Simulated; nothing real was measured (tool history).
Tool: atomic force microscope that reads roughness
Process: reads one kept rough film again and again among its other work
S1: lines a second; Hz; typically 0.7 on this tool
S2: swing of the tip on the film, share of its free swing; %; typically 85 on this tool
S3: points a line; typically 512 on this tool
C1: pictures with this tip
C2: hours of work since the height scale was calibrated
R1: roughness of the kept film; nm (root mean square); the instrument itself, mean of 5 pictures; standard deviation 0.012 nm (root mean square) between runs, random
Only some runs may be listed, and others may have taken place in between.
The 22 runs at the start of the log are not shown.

| run | day | S1 | S2 | S3 | C1 | C2 | R1 |
|---|---|---|---|---|---|---|---|
| 23 | 9.467 | 1.694 | 57 | 512 | 192 | 235 | 2.794 |
| 24 | 9.717 | 1.694 | 59 | 512 | 204 | 239 | 2.802 |
| 25 | 10.012 | 0.783 | 77 | 289 | 219 | 245 | 2.743 |
| 26 | 10.296 | 0.7 | 86 | 759 | 234 | 250 | 2.704 |
|  | 10.446 | new tip fitted |
| 27 | 10.633 | 1.191 | 63 | 759 | 9 | 255 | 2.802 |
| 28 | 10.962 | 1.191 | 63 | 759 | 26 | 261 | 2.802 |
| 29 | 11.304 | 0.552 | 60 | 737 | 44 | 267 | 2.858 |
| 30 | 11.554 | 0.884 | 78 | 355 | 56 | 272 | 2.746 |
| 31 | 11.929 | 1.445 | 66 | 632 | 75 | 278 | 2.762 |
| 32 | 12.308 | 0.789 | 69 | 407 | 95 | 285 | 2.799 |
| 33 | 12.592 | 0.789 | 78 | 549 | 109 | 290 | 2.764 |
| 34 | 13.067 | 0.789 | 78 | 549 | 134 | 299 | 2.755 |
| 35 | 13.408 | 0.533 | 78 | 777 | 151 | 305 | 2.783 |
| 36 | 13.679 | 0.533 | 78 | 777 | 165 | 310 | 2.826 |

Consider 3 possible next runs. They are alternatives, not a sequence: every one starts from the tool as it was left by run 36. What does each give?
| A | 13.967 | 0.539 | 78 | 777 | 180 | 315 | ? |
| B | 13.967 | 2.968 | 86 | 297 | 180 | 315 | ? |
| C | 13.967 | 2.086 | 72 | 627 | 180 | 315 | ? |

| run | R1 |
|---|---|
| A | 2.811 |
| B | 2.335 |
| C | 2.665 |
With the hidden condition removed and each run's random variation left untouched, the same runs would have given:
| run | R1 |
|---|---|
| A | 2.819 |
| B | 2.341 |
| C | 2.672 |

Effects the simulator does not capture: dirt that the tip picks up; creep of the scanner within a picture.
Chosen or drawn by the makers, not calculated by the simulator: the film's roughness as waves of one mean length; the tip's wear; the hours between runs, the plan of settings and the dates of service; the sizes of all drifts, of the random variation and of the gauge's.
